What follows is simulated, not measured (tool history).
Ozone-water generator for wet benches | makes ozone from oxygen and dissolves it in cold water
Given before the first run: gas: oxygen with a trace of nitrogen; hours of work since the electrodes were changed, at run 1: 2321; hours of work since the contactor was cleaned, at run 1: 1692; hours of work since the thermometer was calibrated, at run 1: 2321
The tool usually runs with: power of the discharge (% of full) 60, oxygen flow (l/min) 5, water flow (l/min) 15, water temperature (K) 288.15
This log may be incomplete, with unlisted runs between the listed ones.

run,hour,power of the discharge (% of full),oxygen flow (l/min),water flow (l/min),water temperature (K),hours of work since the electrodes were changed,hours of work since the contactor was cleaned,hours of work since the thermometer was calibrated,dissolved ozone (ppm),ozone in the gas ahead of the water (g/m3)
1,0,60,5,15,288.15,2321,1692,2321,22.2,231
2,80.5,60,5,15,288.15,2382,1753,2382,22.3,230
3,132.3,60,5,15,288.15,2421,1793,2421,22.2,231.7
4,209.2,60,5,15,288.15,2480,1851,2480,22.1,229.7
5,249.5,60,5,15,288.15,2510,1882,2510,22,227.8
6,314,60,5,15,288.15,2559,1931,2559,21.8,226.7
# hour 326: contactor cleaned
7,360.7,61,5,15,288.15,2592,26,2592,21.5,227.5
8,421.6,61,5,15,288.15,2638,73,2638,21.2,225.8
9,500.5,61,5,15,288.15,2698,133,2698,21.2,225.9
10,537.4,97,4.36,11,290.15,2726,161,2726,32,297.5
11,582.5,68,2.71,11,290.15,2760,195,2760,25.4,296.7

Branching from run 11: 3 alternative next runs. What would each branch give?
A,651.5,93,5,15,288.15,2813,247,2813,?,?
B,651.5,60,5,15,289.15,2813,247,2813,?,?
C,651.5,47,5,17,288.15,2813,247,2813,?,?

run,dissolved ozone (ppm),ozone in the gas ahead of the water (g/m3)
A,25.6,276
B,20.4,224.3
C,16.6,202.4
Without the tool's hidden state the same runs would have given:
run,dissolved ozone (ppm),ozone in the gas ahead of the water (g/m3)
A,32.5,324.2
B,25.2,255.5
C,20.2,226.6

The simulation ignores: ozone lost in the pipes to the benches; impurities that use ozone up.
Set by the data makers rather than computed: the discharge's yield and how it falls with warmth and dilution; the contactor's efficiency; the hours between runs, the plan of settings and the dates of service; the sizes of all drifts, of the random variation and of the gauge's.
